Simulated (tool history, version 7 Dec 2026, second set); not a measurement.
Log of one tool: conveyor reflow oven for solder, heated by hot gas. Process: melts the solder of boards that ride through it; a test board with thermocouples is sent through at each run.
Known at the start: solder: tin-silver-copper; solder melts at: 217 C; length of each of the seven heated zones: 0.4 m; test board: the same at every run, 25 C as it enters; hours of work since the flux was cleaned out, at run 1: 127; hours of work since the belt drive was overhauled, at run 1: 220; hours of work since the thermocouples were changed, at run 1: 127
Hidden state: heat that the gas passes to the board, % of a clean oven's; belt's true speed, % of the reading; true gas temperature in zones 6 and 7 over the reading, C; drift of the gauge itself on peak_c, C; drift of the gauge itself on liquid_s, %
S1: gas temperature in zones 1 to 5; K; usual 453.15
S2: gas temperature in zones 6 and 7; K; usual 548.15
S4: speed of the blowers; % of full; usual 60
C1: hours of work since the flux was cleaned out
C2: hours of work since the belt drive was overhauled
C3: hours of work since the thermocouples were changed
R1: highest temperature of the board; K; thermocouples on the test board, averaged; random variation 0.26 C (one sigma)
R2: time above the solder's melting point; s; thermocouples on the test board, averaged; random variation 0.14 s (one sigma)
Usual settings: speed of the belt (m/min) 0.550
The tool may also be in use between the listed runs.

{"run": 1, "day": 0.0, "S1": 453.15, "S2": 548.15, "speed of the belt (m/min)": 0.55, "S4": 60, "C1": 127, "C2": 220, "C3": 127, "R1": 538.45, "R2": 78.3}
{"run": 2, "day": 1.375, "S1": 453.15, "S2": 548.15, "speed of the belt (m/min)": 0.55, "S4": 60, "C1": 141, "C2": 233, "C3": 141, "R1": 538.95, "R2": 78.1}
{"run": 3, "day": 3.383, "S1": 453.15, "S2": 553.15, "speed of the belt (m/min)": 0.55, "S4": 60, "C1": 161, "C2": 253, "C3": 161, "R1": 543.95, "R2": 80.4}
{"run": 4, "day": 5.071, "S1": 453.15, "S2": 553.15, "speed of the belt (m/min)": 0.55, "S4": 60, "C1": 178, "C2": 270, "C3": 178, "R1": 543.65, "R2": 80.4}
{"run": 5, "day": 7.55, "S1": 453.15, "S2": 553.15, "speed of the belt (m/min)": 0.55, "S4": 60, "C1": 202, "C2": 295, "C3": 202, "R1": 543.85, "R2": 80.6}
{"day": 9.383, "done": "flux residue cleaned out of gas plates and filters"}
{"run": 6, "day": 9.588, "S1": 453.15, "S2": 553.15, "speed of the belt (m/min)": 0.55, "S4": 60, "C1": 2, "C2": 313, "C3": 221, "R1": 543.55, "R2": 80.5}
{"run": 7, "day": 11.104, "S1": 453.15, "S2": 548.15, "speed of the belt (m/min)": 0.459, "S4": 60, "C1": 17, "C2": 328, "C3": 236, "R1": 542.55, "R2": 96.5}
{"run": 8, "day": 12.825, "S1": 453.15, "S2": 548.15, "speed of the belt (m/min)": 0.459, "S4": 60, "C1": 34, "C2": 345, "C3": 253, "R1": 542.85, "R2": 96.5}
{"run": 9, "day": 14.612, "S1": 453.15, "S2": 548.15, "speed of the belt (m/min)": 0.459, "S4": 60, "C1": 52, "C2": 363, "C3": 270, "R1": 542.25, "R2": 96.8}
{"run": 10, "day": 17.296, "S1": 453.15, "S2": 548.15, "speed of the belt (m/min)": 0.459, "S4": 60, "C1": 79, "C2": 389, "C3": 297, "R1": 542.15, "R2": 96.4}
{"run": 11, "day": 18.742, "S1": 453.15, "S2": 548.15, "speed of the belt (m/min)": 0.459, "S4": 60, "C1": 93, "C2": 404, "C3": 311, "R1": 542.65, "R2": 96.2}
{"run": 12, "day": 20.462, "S1": 453.15, "S2": 548.15, "speed of the belt (m/min)": 0.459, "S4": 60, "C1": 110, "C2": 421, "C3": 329, "R1": 542.35, "R2": 96.4}
{"run": 13, "day": 22.942, "S1": 453.15, "S2": 548.15, "speed of the belt (m/min)": 0.55, "S4": 60, "C1": 135, "C2": 446, "C3": 353, "R1": 539.15, "R2": 78.2}
{"run": 14, "day": 24.529, "S1": 453.15, "S2": 548.15, "speed of the belt (m/min)": 0.55, "S4": 60, "C1": 150, "C2": 461, "C3": 369, "R1": 539.25, "R2": 78.3}
{"run": 15, "day": 25.783, "S1": 453.15, "S2": 548.15, "speed of the belt (m/min)": 0.55, "S4": 60, "C1": 163, "C2": 474, "C3": 381, "R1": 538.35, "R2": 78.4}
{"run": 16, "day": 28.108, "S1": 453.15, "S2": 552.15, "speed of the belt (m/min)": 0.511, "S4": 60, "C1": 186, "C2": 497, "C3": 405, "R1": 543.85, "R2": 87.1}
{"run": 17, "day": 30.596, "S1": 444.15, "S2": 555.15, "speed of the belt (m/min)": 0.552, "S4": 60, "C1": 211, "C2": 522, "C3": 429, "R1": 544.75, "R2": 77.7}
{"day": 31.571, "done": "flux residue cleaned out of gas plates and filters"}
{"run": 18, "day": 32.875, "S1": 448.15, "S2": 556.15, "speed of the belt (m/min)": 0.455, "S4": 77, "C1": 13, "C2": 542, "C3": 450, "R1": 551.35, "R2": 99.8}
{"run": 19, "day": 35.267, "S1": 448.15, "S2": 556.15, "speed of the belt (m/min)": 0.455, "S4": 77, "C1": 37, "C2": 566, "C3": 474, "R1": 551.15, "R2": 100.0}
{"run": 20, "day": 38.142, "S1": 439.15, "S2": 547.15, "speed of the belt (m/min)": 0.465, "S4": 66, "C1": 65, "C2": 594, "C3": 502, "R1": 541.25, "R2": 89.4}
{"run": 21, "day": 39.971, "S1": 439.15, "S2": 547.15, "speed of the belt (m/min)": 0.58, "S4": 66, "C1": 83, "C2": 613, "C3": 520, "R1": 535.75, "R2": 67.8}
{"run": 22, "day": 42.642, "S1": 456.15, "S2": 548.15, "speed of the belt (m/min)": 0.629, "S4": 66, "C1": 110, "C2": 639, "C3": 547, "R1": 536.45, "R2": 67.9}
{"run": 23, "day": 45.242, "S1": 456.15, "S2": 548.15, "speed of the belt (m/min)": 0.629, "S4": 66, "C1": 136, "C2": 665, "C3": 573, "R1": 536.75, "R2": 68.3}
{"run": 24, "day": 47.217, "S1": 463.15, "S2": 548.15, "speed of the belt (m/min)": 0.55, "S4": 71, "C1": 155, "C2": 685, "C3": 592, "R1": 540.45, "R2": 83.2}
{"run": 25, "day": 49.804, "S1": 453.15, "S2": 558.15, "speed of the belt (m/min)": 0.55, "S4": 62, "C1": 181, "C2": 710, "C3": 618, "R1": 548.55, "R2": 82.5}
{"run": 26, "day": 51.188, "S1": 453.15, "S2": 544.15, "speed of the belt (m/min)": 0.6, "S4": 62, "C1": 195, "C2": 724, "C3": 632, "R1": 533.05, "R2": 68.8}
{"run": 27, "day": 53.112, "S1": 441.15, "S2": 542.15, "speed of the belt (m/min)": 0.651, "S4": 60, "C1": 214, "C2": 743, "C3": 651, "R1": 527.05, "R2": 54.9}
{"day": 53.579, "done": "flux residue cleaned out of gas plates and filters"}
{"run": 28, "day": 56.125, "S1": 441.15, "S2": 542.15, "speed of the belt (m/min)": 0.651, "S4": 60, "C1": 25, "C2": 771, "C3": 679, "R1": 526.85, "R2": 55.2}
{"run": 29, "day": 58.988, "S1": 453.15, "S2": 561.15, "speed of the belt (m/min)": 0.588, "S4": 60, "C1": 54, "C2": 799, "C3": 707, "R1": 549.15, "R2": 77.9}
{"run": 30, "day": 61.029, "S1": 460.15, "S2": 552.15, "speed of the belt (m/min)": 0.588, "S4": 60, "C1": 74, "C2": 820, "C3": 727, "R1": 542.15, "R2": 77.0}

How the hidden state differs across the entries between the runs, from the last listed run before each to the first after it:
Between runs 5 and 6: flux residue cleaned out of gas plates and filters (day 9.383)
  heat that the gas passes to the board, % of a clean oven's: 99.8 -> 100; true gas temperature in zones 6 and 7 over the reading, C: -0.02 -> -0.03
Between runs 17 and 18: flux residue cleaned out of gas plates and filters (day 31.571)
  heat that the gas passes to the board, % of a clean oven's: 99.9 -> 100; true gas temperature in zones 6 and 7 over the reading, C: -0.06 -> -0.07
Between runs 27 and 28: flux residue cleaned out of gas plates and filters (day 53.579)
  heat that the gas passes to the board, % of a clean oven's: 99.9 -> 100; belt's true speed, % of the reading: 99.93 -> 99.92; true gas temperature in zones 6 and 7 over the reading, C: -0.1 -> -0.11

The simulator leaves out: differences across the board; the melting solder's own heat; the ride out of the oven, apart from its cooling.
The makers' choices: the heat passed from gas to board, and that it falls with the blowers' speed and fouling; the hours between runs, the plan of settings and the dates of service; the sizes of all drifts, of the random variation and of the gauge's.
